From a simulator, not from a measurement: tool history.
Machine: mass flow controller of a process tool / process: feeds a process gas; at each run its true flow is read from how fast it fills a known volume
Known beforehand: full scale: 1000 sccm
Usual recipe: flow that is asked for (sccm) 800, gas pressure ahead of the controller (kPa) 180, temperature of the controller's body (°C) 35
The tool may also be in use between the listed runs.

| run | hour | flow that is asked for (sccm) | gas pressure ahead of the controller (kPa) | temperature of the controller's body (°C) | true flow (%) |
|---|---|---|---|---|---|
| 1 | 0 | 800 | 180 | 35 | 101.09 |
| 2 | 172.1 | 800 | 268 | 35 | 101.03 |
| 3 | 355.2 | 800 | 277 | 35 | 101.02 |
| 4 | 468.6 | 800 | 277 | 35 | 101.03 |
| 5 | 593.3 | 800 | 180 | 35 | 101.34 |
| 6 | 815 | 800 | 204 | 35 | 101.46 |
| 7 | 1036.1 | 800 | 204 | 35 | 101.32 |
| 8 | 1269.1 | 800 | 204 | 22 | 102.54 |
| 9 | 1394.3 | 800 | 204 | 22 | 102.53 |
|  | 1502.5 | controller's zero set anew |
| 10 | 1511.2 | 800 | 204 | 22 | 102.21 |
| 11 | 1618.9 | 451 | 178 | 28 | 101.72 |
| 12 | 1803.3 | 451 | 178 | 28 | 102.02 |
| 13 | 1945.6 | 800 | 142 | 38 | 101.26 |
| 14 | 2052.6 | 138 | 142 | 29 | 102.05 |
| 15 | 2248.9 | 138 | 142 | 29 | 102.19 |
| 16 | 2429.9 | 138 | 142 | 29 | 102.28 |
| 17 | 2612.6 | 138 | 142 | 29 | 102.37 |
| 18 | 2712 | 537 | 177 | 35 | 101.64 |
| 19 | 2894.5 | 395 | 200 | 28 | 102.29 |
| 20 | 3106.9 | 800 | 143 | 35 | 101.97 |

5 options for the next run, each taken on its own from the tool as it stands now. Forecast them:
| A | 3297.1 | 800 | 180 | 24 | ? |
| B | 3297.1 | 176 | 180 | 35 | ? |
| C | 3297.1 | 267 | 183 | 20 | ? |
| D | 3297.1 | 141 | 180 | 35 | ? |
| E | 3297.1 | 106 | 180 | 25 | ? |

| run | true flow (%) |
|---|---|
| A | 102.76 |
| B | 102.19 |
| C | 103.2 |
| D | 102.33 |
| E | 103.21 |
What these runs would have given with no unlogged condition in the tool:
| run | true flow (%) |
|---|---|
| A | 100.05 |
| B | 99.04 |
| C | 100.24 |
| D | 99.04 |
| E | 99.7 |
